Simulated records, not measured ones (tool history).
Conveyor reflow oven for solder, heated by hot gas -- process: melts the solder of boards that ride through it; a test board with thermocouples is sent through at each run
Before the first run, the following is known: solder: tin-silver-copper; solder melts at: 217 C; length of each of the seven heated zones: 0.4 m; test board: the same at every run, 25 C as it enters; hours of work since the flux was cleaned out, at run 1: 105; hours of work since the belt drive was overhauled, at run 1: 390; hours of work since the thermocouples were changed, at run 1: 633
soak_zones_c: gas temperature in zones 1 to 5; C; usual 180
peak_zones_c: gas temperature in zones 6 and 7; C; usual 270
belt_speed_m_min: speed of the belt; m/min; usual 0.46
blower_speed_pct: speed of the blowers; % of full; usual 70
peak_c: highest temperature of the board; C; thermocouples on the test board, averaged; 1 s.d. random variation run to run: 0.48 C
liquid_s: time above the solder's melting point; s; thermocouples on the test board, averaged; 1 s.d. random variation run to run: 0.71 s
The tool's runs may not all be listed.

run     day  soak_zones_c  peak_zones_c  belt_speed_m_min  blower_speed_pct  hours of work since the flux was cleaned out  hours of work since the belt drive was overhauled  hours of work since the thermocouples were changed  peak_c  liquid_s
  1       0           180           270              0.46                70                                           105                                                390                                                 633   256.7      86.8
  2     2.3           180           270              0.46                70                                           128                                                413                                                 656   256.4      87.8
  3   4.471           180           270             0.387                70                                           149                                                434                                                 677   261.3     109.2
  4   5.708           180           270              0.46                70                                           161                                                447                                                 690   255.8      87.9
  5   7.129           188           270              0.46                70                                           175                                                460                                                 703   257.5      90.9
  6   9.188           185           270              0.46                70                                           195                                                481                                                 724   257.1      90.6
  7  10.467           180           270             0.522                70                                           208                                                493                                                 736   253.1      72.2
  8  12.008           180           270              0.46                62                                           223                                                509                                                 752   254.9      85.2
  9  13.225           180           270              0.46                62                                           235                                                521                                                 764     254      87.2
 10  14.729           180           270              0.46                70                                           250                                                535                                                 778   256.3      88.6
 11  16.046           180           270              0.46                70                                           263                                                548                                                 791     256      87.7
 12  17.267           180           270              0.46                70                                           275                                                560                                                 803   256.1      86.6
 13  19.504           180           270              0.46                81                                           297                                                582                                                 825   257.5      89.3
 14  20.558           180           270             0.472                70                                           307                                                593                                                 836   255.6      84.4
 15  22.317           180           270             0.472                70                                           325                                                610                                                 853   255.9      83.3
 16  23.467           180           270             0.472                70                                           336                                                621                                                 864   254.8      82.7
 17  25.467           178           272             0.508                70                                           356                                                641                                                 884   254.9      74.5
     25.883  -- flux residue cleaned out of gas plates and filters
 18  27.242           195           279             0.508                75                                            13                                                656                                                 899   262.6      91.4
 19  29.538           195           279             0.508                75                                            36                                                679                                                 922   262.6      90.5
 20  31.512           195           279             0.508                75                                            55                                                698                                                 941   263.8      91.6
     32.458  -- flux residue cleaned out of gas plates and filters, once more
 21  33.917           195           279             0.508                75                                            14                                                720                                                 963   266.1        92
 22  35.462           177           279             0.381                75                                            30                                                735                                                 978   269.9     116.9
 23  37.625           165           260             0.394                89                                            51                                                757                                                1000   251.3        94
 24  38.612           183           262             0.391                79                                            61                                                766                                                1009   253.7     107.1
 25  39.975           183           280             0.391                70                                            74                                                780                                                1023   270.2       117
 26    41.9           183           280             0.391                70                                            93                                                799                                                1042   270.6     116.6
 27  43.725           183           280             0.391                70                                           111                                                817                                                1060   270.6     115.5
     44.242  -- belt drive overhauled, speed set with a stopwatch
 28  45.471           183           280             0.391                70                                           126                                                 12                                                1075   269.6     113.4
 29  46.733           180           284              0.46                87                                           139                                                 25                                                1088     271      94.3

A few steps of peak_c between consecutive runs. Split each: what settings, incoming material and random variation would produce without the hidden state, and what is left over for the hidden state, along with gauge scatter present in only one of the two compared results (measured, and without hidden state):
Hidden conditions of the tool in this case: heat that the gas passes to the board, % of a clean oven's; belt's true speed, % of the reading; true gas temperature in zones 6 and 7 over the reading, C; drift of the gauge itself on peak_c, C; drift of the gauge itself on liquid_s, %.
Run 20 -> 21: flux residue cleaned out of gas plates and filters, once more. peak_c +2.3 C: hidden state +2.5, all else -0.2.
Run 22 -> 23: soak_zones_c 177 -> 165, peak_zones_c 279 -> 260, belt_speed_m_min 0.381 -> 0.394, blower_speed_pct 75 -> 89. peak_c -18.6 C: hidden state -0.2, all else -18.4.
Run 24 -> 25: peak_zones_c 262 -> 280, blower_speed_pct 79 -> 70. peak_c +16.5 C: hidden state +0, all else +16.5.
Run 27 -> 28: belt drive overhauled, speed set with a stopwatch. peak_c -1 C: hidden state -0.6, all else -0.4.
